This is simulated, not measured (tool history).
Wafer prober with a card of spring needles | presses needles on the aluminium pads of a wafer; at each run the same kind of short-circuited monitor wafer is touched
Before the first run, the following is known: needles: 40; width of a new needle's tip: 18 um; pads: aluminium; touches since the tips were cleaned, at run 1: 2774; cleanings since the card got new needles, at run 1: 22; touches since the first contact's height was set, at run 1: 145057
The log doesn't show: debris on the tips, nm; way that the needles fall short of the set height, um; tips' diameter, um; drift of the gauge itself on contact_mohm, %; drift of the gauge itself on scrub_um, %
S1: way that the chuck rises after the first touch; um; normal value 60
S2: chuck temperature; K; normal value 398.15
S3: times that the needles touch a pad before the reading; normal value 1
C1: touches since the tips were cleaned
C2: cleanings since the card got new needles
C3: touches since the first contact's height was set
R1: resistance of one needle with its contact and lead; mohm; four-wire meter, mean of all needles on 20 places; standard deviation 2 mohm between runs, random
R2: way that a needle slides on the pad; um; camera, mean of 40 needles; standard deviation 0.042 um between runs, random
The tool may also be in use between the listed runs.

{"run": 1, "day": 0.0, "S1": 60, "S2": 398.15, "S3": 1, "C1": 2774, "C2": 22, "C3": 145057, "R1": 277, "R2": 10.79}
{"day": 0.746, "done": "tips cleaned on abrasive film"}
{"run": 2, "day": 1.704, "S1": 60, "S2": 398.15, "S3": 1, "C1": 4703, "C2": 23, "C3": 153383, "R1": 286, "R2": 10.89}
{"day": 1.95, "done": "tips cleaned on abrasive film"}
{"day": 3.096, "done": "tips cleaned on abrasive film"}
{"run": 3, "day": 3.096, "S1": 60, "S2": 398.15, "S3": 1, "C1": 0, "C2": 25, "C3": 160145, "R1": 221, "R2": 10.88}
{"day": 4.292, "done": "tips cleaned on abrasive film"}
{"run": 4, "day": 4.775, "S1": 60, "S2": 398.15, "S3": 1, "C1": 2379, "C2": 26, "C3": 168362, "R1": 275, "R2": 10.84}
{"day": 5.462, "done": "tips cleaned on abrasive film"}
{"run": 5, "day": 6.175, "S1": 60, "S2": 398.15, "S3": 1, "C1": 3476, "C2": 27, "C3": 175178, "R1": 286, "R2": 10.85}
{"day": 6.612, "done": "tips cleaned on abrasive film"}
{"day": 7.754, "done": "tips cleaned on abrasive film"}
{"run": 6, "day": 7.8, "S1": 60, "S2": 398.15, "S3": 2, "C1": 206, "C2": 29, "C3": 183091, "R1": 229, "R2": 10.8}
{"day": 9.058, "done": "tips cleaned on abrasive film"}
{"run": 7, "day": 10.029, "S1": 60, "S2": 398.15, "S3": 2, "C1": 4739, "C2": 30, "C3": 193984, "R1": 262, "R2": 10.72}
{"day": 10.296, "done": "tips cleaned on abrasive film"}
{"day": 11.392, "done": "height of the first contact set anew"}
{"day": 11.538, "done": "tips cleaned on abrasive film"}
{"run": 8, "day": 12.262, "S1": 60, "S2": 398.15, "S3": 2, "C1": 3541, "C2": 32, "C3": 4243, "R1": 252, "R2": 11.32}
{"day": 12.733, "done": "tips cleaned on abrasive film"}
{"run": 9, "day": 13.388, "S1": 60, "S2": 398.15, "S3": 2, "C1": 3213, "C2": 33, "C3": 9741, "R1": 257, "R2": 11.26}
{"day": 13.9, "done": "tips cleaned on abrasive film"}
{"run": 10, "day": 14.688, "S1": 60, "S2": 398.15, "S3": 2, "C1": 3855, "C2": 34, "C3": 16073, "R1": 254, "R2": 11.26}
{"day": 15.133, "done": "tips cleaned on abrasive film"}
{"day": 16.296, "done": "tips cleaned on abrasive film"}
{"run": 11, "day": 16.742, "S1": 60, "S2": 398.15, "S3": 1, "C1": 2181, "C2": 36, "C3": 26091, "R1": 272, "R2": 11.2}
{"day": 17.608, "done": "tips cleaned on abrasive film"}
{"run": 12, "day": 17.917, "S1": 60, "S2": 398.15, "S3": 1, "C1": 1516, "C2": 37, "C3": 31827, "R1": 270, "R2": 11.21}
{"day": 18.767, "done": "tips cleaned on abrasive film"}
{"day": 20.029, "done": "tips cleaned on abrasive film"}
{"run": 13, "day": 20.029, "S1": 60, "S2": 398.15, "S3": 1, "C1": 0, "C2": 39, "C3": 42131, "R1": 222, "R2": 11.17}
{"day": 21.188, "done": "tips cleaned on abrasive film"}
{"run": 14, "day": 21.233, "S1": 60, "S2": 398.15, "S3": 1, "C1": 223, "C2": 40, "C3": 48013, "R1": 236, "R2": 11.21}
{"day": 22.417, "done": "tips cleaned on abrasive film"}
{"run": 15, "day": 23.446, "S1": 60, "S2": 398.15, "S3": 2, "C1": 5057, "C2": 41, "C3": 58826, "R1": 262, "R2": 11.15}
{"day": 23.608, "done": "tips cleaned on abrasive film"}
{"day": 24.804, "done": "tips cleaned on abrasive film"}
{"run": 16, "day": 25.85, "S1": 67, "S2": 398.15, "S3": 1, "C1": 5108, "C2": 43, "C3": 70538, "R1": 274, "R2": 12.45}
{"day": 26.017, "done": "tips cleaned on abrasive film"}
{"day": 27.258, "done": "tips cleaned on abrasive film"}
{"run": 17, "day": 28.221, "S1": 67, "S2": 398.15, "S3": 1, "C1": 4709, "C2": 45, "C3": 82113, "R1": 277, "R2": 12.35}
{"day": 28.421, "done": "tips cleaned on abrasive film"}
{"day": 29.642, "done": "tips cleaned on abrasive film"}
{"run": 18, "day": 29.783, "S1": 67, "S2": 317.15, "S3": 2, "C1": 695, "C2": 47, "C3": 89720, "R1": 219, "R2": 12.4}
{"day": 30.804, "done": "tips cleaned on abrasive film"}
{"run": 19, "day": 30.954, "S1": 67, "S2": 317.15, "S3": 2, "C1": 729, "C2": 48, "C3": 95424, "R1": 216, "R2": 12.33}
{"day": 32.062, "done": "tips cleaned on abrasive film"}
{"run": 20, "day": 32.292, "S1": 52, "S2": 309.15, "S3": 2, "C1": 1137, "C2": 49, "C3": 101968, "R1": 243, "R2": 9.51}
{"day": 33.292, "done": "tips cleaned on abrasive film"}
{"run": 21, "day": 34.354, "S1": 68, "S2": 300.15, "S3": 1, "C1": 5196, "C2": 50, "C3": 112030, "R1": 262, "R2": 12.44}
{"day": 34.496, "done": "tips cleaned on abrasive film"}
{"day": 35.712, "done": "tips cleaned on abrasive film"}
{"run": 22, "day": 36.108, "S1": 68, "S2": 300.15, "S3": 1, "C1": 1926, "C2": 52, "C3": 120576, "R1": 247, "R2": 12.4}
{"day": 36.875, "done": "tips cleaned on abrasive film"}
{"run": 23, "day": 37.371, "S1": 68, "S2": 300.15, "S3": 1, "C1": 2432, "C2": 53, "C3": 126754, "R1": 256, "R2": 12.42}
{"day": 38.1, "done": "tips cleaned on abrasive film"}
{"run": 24, "day": 38.471, "S1": 57, "S2": 364.15, "S3": 3, "C1": 1826, "C2": 54, "C3": 132117, "R1": 236, "R2": 10.34}
{"day": 39.292, "done": "tips cleaned on abrasive film"}
{"day": 40.646, "done": "tips cleaned on abrasive film"}
{"run": 25, "day": 40.646, "S1": 41, "S2": 398.15, "S3": 2, "C1": 0, "C2": 56, "C3": 142712, "R1": 234, "R2": 7.25}
{"day": 41.858, "done": "tips cleaned on abrasive film"}
{"run": 26, "day": 42.792, "S1": 41, "S2": 398.15, "S3": 2, "C1": 4570, "C2": 57, "C3": 153206, "R1": 321, "R2": 7.22}
{"day": 43.112, "done": "tips cleaned on abrasive film"}
{"run": 27, "day": 43.867, "S1": 41, "S2": 398.15, "S3": 2, "C1": 3701, "C2": 58, "C3": 158447, "R1": 318, "R2": 7.18}
{"day": 44.321, "done": "tips cleaned on abrasive film"}
{"day": 45.583, "done": "tips cleaned on abrasive film"}
{"run": 28, "day": 46.0, "S1": 41, "S2": 398.15, "S3": 2, "C1": 2032, "C2": 60, "C3": 168841, "R1": 299, "R2": 7.13}
{"day": 46.842, "done": "tips cleaned on abrasive film"}
{"run": 29, "day": 47.788, "S1": 41, "S2": 398.15, "S3": 2, "C1": 4629, "C2": 61, "C3": 177574, "R1": 318, "R2": 7.13}
{"day": 48.158, "done": "tips cleaned on abrasive film"}
{"run": 30, "day": 48.958, "S1": 71, "S2": 361.15, "S3": 3, "C1": 3906, "C2": 62, "C3": 183281, "R1": 227, "R2": 12.8}
{"day": 49.321, "done": "tips cleaned on abrasive film"}
{"day": 50.629, "done": "tips cleaned on abrasive film"}
{"run": 31, "day": 51.017, "S1": 71, "S2": 361.15, "S3": 3, "C1": 1895, "C2": 64, "C3": 193328, "R1": 223, "R2": 12.77}
{"day": 51.896, "done": "tips cleaned on abrasive film"}
{"day": 52.446, "done": "height of the first contact set anew"}
{"run": 32, "day": 52.738, "S1": 76, "S2": 391.15, "S3": 2, "C1": 4054, "C2": 65, "C3": 1412, "R1": 240, "R2": 14.26}
{"day": 53.096, "done": "tips cleaned on abrasive film"}
{"run": 33, "day": 53.946, "S1": 73, "S2": 309.15, "S3": 2, "C1": 4159, "C2": 66, "C3": 7316, "R1": 233, "R2": 13.72}

How would selected steps in R1 from run to run divide? Give the signed amount a tool lacking its hidden state would still show from settings, what came in and random variation, and the signed amount left for the hidden state, including any gauge scatter that is not in both of the compared results.
Run 2 -> 3: tips cleaned on abrasive film, tips cleaned on abrasive film. R1 -65 mohm: hidden state -65, all else +0.
Run 25 -> 26: tips cleaned on abrasive film. R1 +87 mohm: hidden state +88, all else -1.
Run 29 -> 30: S1 41 -> 71, S2 398.15 -> 361.15, S3 2 -> 3, tips cleaned on abrasive film. R1 -91 mohm: hidden state -75, all else -16.
